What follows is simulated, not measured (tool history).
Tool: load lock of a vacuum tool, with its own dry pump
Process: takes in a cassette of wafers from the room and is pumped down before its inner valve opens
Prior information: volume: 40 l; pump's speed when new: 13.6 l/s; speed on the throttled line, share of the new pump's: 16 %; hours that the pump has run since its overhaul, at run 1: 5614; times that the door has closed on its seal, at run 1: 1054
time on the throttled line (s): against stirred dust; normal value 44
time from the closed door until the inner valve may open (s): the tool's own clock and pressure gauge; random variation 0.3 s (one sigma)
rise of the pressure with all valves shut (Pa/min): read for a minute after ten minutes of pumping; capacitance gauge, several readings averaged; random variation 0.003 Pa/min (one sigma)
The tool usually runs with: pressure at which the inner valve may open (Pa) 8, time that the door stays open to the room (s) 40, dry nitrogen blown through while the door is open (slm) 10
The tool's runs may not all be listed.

| run | hour | time on the throttled line (s) | pressure at which the inner valve may open (Pa) | time that the door stays open to the room (s) | dry nitrogen blown through while the door is open (slm) | hours that the pump has run since its overhaul | times that the door has closed on its seal | incoming humidity of the room's air, % | time from the closed door until the inner valve may open (s) | rise of the pressure with all valves shut (Pa/min) |
|---|---|---|---|---|---|---|---|---|---|---|
| 1 | 0 | 44 | 8 | 40 | 10 | 5614 | 1054 | 45.5 | 66.3 | 0.049 |
| 2 | 101.8 | 44 | 13 | 40 | 10 | 5716 | 1211 | 44.8 | 64.8 | 0.046 |
| 3 | 203.8 | 66 | 8 | 40 | 10 | 5818 | 1367 | 44.2 | 84 | 0.042 |
| 4 | 271.4 | 66 | 8 | 40 | 10 | 5886 | 1471 | 45.9 | 85.2 | 0.051 |
| 5 | 395.1 | 66 | 8 | 40 | 10 | 6009 | 1661 | 48.4 | 84.7 | 0.053 |
| 6 | 519.7 | 66 | 8 | 216 | 10 | 6134 | 1853 | 45.8 | 84.5 | 0.099 |
| 7 | 636.8 | 66 | 8 | 216 | 10 | 6251 | 2033 | 44.7 | 84.3 | 0.099 |
| 8 | 753.7 | 66 | 8 | 216 | 10 | 6368 | 2213 | 41.9 | 84.8 | 0.098 |
| 9 | 809.6 | 66 | 8 | 216 | 10 | 6424 | 2298 | 42.7 | 84.8 | 0.089 |
| 10 | 887.7 | 66 | 8 | 216 | 10 | 6502 | 2419 | 47.2 | 85.3 | 0.107 |
| 11 | 972.1 | 26 | 8 | 216 | 10 | 6586 | 2548 | 44.8 | 51.7 | 0.105 |
| 12 | 1041.9 | 44 | 8 | 40 | 10 | 6656 | 2656 | 48.1 | 66.5 | 0.066 |
| 13 | 1174.2 | 44 | 8 | 40 | 10 | 6788 | 2859 | 42.3 | 67.1 | 0.054 |
| 14 | 1292.6 | 44 | 8 | 40 | 10 | 6907 | 3041 | 44.5 | 66.7 | 0.064 |
| 15 | 1409.9 | 44 | 8 | 40 | 10 | 7024 | 3221 | 43.9 | 67.2 | 0.057 |
| 16 | 1521.5 | 44 | 8 | 40 | 10 | 7136 | 3393 | 44.6 | 66.7 | 0.059 |
| 17 | 1619.8 | 44 | 8 | 40 | 34 | 7234 | 3544 | 45.6 | 67 | 0.043 |
| 18 | 1675.9 | 44 | 8 | 32 | 34 | 7290 | 3630 | 42.9 | 67 | 0.044 |
| 19 | 1762.6 | 44 | 8 | 40 | 10 | 7377 | 3763 | 42.4 | 67 | 0.055 |
| 20 | 1893.8 | 44 | 8 | 40 | 10 | 7508 | 3965 | 44.8 | 66.7 | 0.065 |
| 21 | 2013.6 | 44 | 8 | 32 | 10 | 7628 | 4149 | 47.2 | 66.6 | 0.072 |
| 22 | 2082.8 | 70 | 14 | 86 | 22 | 7697 | 4256 | 43.7 | 86.8 | 0.072 |
| 23 | 2140.6 | 24 | 9 | 115 | 8 | 7755 | 4345 | 45.4 | 50.4 | 0.106 |
| 24 | 2254.1 | 44 | 8 | 89 | 10 | 7868 | 4519 | 46.4 | 66.2 | 0.085 |
| 25 | 2366.9 | 44 | 8 | 89 | 10 | 7981 | 4692 | 42.9 | 66.9 | 0.09 |
| 26 | 2491.6 | 44 | 8 | 40 | 5 | 8106 | 4884 | 45 | 67 | 0.086 |
| 27 | 2557.1 | 24 | 8 | 40 | 5 | 8171 | 4985 | 43.4 | 50.9 | 0.082 |
| 28 | 2652.7 | 34 | 8 | 48 | 10 | 8267 | 5132 | 46.3 | 59.1 | 0.081 |
| 29 | 2723.3 | 34 | 10 | 48 | 10 | 8338 | 5240 | 44.8 | 58.1 | 0.079 |
| 30 | 2792.1 | 34 | 10 | 48 | 10 | 8406 | 5346 | 45.1 | 58 | 0.081 |
| 31 | 2921.9 | 44 | 7 | 40 | 15 | 8536 | 5545 | 47.3 | 68.3 | 0.079 |
| 32 | 3028.7 | 44 | 7 | 40 | 15 | 8643 | 5710 | 45.9 | 67.8 | 0.077 |
| 33 | 3133.2 | 44 | 14 | 53 | 10 | 8748 | 5870 | 45.9 | 64.8 | 0.094 |
| 34 | 3235.4 | 44 | 14 | 53 | 10 | 8850 | 6027 | 44 | 65.6 | 0.091 |
| 35 | 3298.6 | 44 | 9 | 53 | 10 | 8913 | 6125 | 45 | 66.8 | 0.089 |
| 36 | 3391.7 | 44 | 9 | 53 | 10 | 9006 | 6268 | 42 | 66.7 | 0.097 |
| 37 | 3492.3 | 47 | 9 | 31 | 8 | 9107 | 6422 | 41.3 | 69.6 | 0.081 |
| 38 | 3583.8 | 47 | 9 | 31 | 8 | 9198 | 6563 | 46.9 | 69.8 | 0.094 |

Branching from run 38: 3 alternative next runs. What would each branch give?
| A | 3694.2 | 47 | 13 | 104 | 6 | 9309 | 6733 | 47.2 | ? | ? |
| B | 3694.2 | 44 | 8 | 40 | 28 | 9309 | 6733 | 44 | ? | ? |
| C | 3694.2 | 35 | 9 | 31 | 21 | 9309 | 6733 | 41 | ? | ? |

| run | time from the closed door until the inner valve may open (s) | rise of the pressure with all valves shut (Pa/min) |
|---|---|---|
| A | 67.7 | 0.125 |
| B | 67.3 | 0.075 |
| C | 59.3 | 0.079 |
Had the tool no hidden state, the same runs would have come out as:
| run | time from the closed door until the inner valve may open (s) | rise of the pressure with all valves shut (Pa/min) |
|---|---|---|
| A | 65.4 | 0.07 |
| B | 64.7 | 0.021 |
| C | 56.6 | 0.024 |
